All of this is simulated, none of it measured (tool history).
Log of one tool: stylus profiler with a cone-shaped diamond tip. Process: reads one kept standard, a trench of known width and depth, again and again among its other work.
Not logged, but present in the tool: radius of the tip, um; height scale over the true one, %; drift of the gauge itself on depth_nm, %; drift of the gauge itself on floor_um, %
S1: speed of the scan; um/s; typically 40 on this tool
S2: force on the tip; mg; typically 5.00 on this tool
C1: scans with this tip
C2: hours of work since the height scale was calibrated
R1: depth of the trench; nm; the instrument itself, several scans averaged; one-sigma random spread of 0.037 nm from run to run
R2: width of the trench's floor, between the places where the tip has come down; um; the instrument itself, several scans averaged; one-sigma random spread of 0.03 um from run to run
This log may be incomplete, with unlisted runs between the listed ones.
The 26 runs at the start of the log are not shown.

run,hour,S1,S2,C1,C2,R1,R2
27,1596.3,53,1.91,7169,446,202.82,97.52
28,1635.5,53,1.91,7260,464,202.87,97.57
29,1713.3,53,1.91,7441,500,202.79,97.55
30,1776.8,53,11.20,7588,529,208.68,97.72
31,1856.6,68,5.91,7773,565,205.81,97.66
32,1932.2,68,5.91,7949,600,205.85,97.60
33,1993.2,93,7.47,8090,628,206.72,97.54
34,2034.5,93,7.47,8186,647,206.67,97.54
35,2092.8,40,1.90,8321,674,202.95,97.59
36,2154.9,54,7.95,8465,702,207.10,97.64
37,2208.8,74,2.05,8590,727,203.14,97.43
38,2276.4,65,3.66,8747,758,204.38,97.58
39,2350.4,65,3.66,8919,792,204.39,97.52
40,2421.9,128,13.92,9085,825,210.14,97.56
41,2458.0,22,2.44,9169,842,203.43,97.65
42,2503.7,15,2.74,9274,862,203.70,97.71
43,2557.4,87,5.00,9399,887,205.40,97.55
44,2629.1,22,1.83,9565,920,203.04,97.65
45,2683.5,15,12.17,9692,945,209.39,97.70
46,2724.3,15,12.17,9786,964,209.44,97.74
# hour 2742.4: height scale calibrated on a step standard
47,2801.0,15,12.17,9963,27,208.99,97.76

3 options for the next run, each taken on its own from the tool as it stands now. Forecast them:
A,2850.0,15,14.23,10077,49,?,?
B,2850.0,21,12.30,10077,49,?,?
C,2850.0,125,8.48,10077,49,?,?

run,R1,R2
A,209.98,97.70
B,209.20,97.71
C,207.18,97.45
Take away the tool's hidden state, keep each run's random variation, and the runs would have read:
run,R1,R2
A,209.81,98.00
B,209.03,98.01
C,207.02,97.75
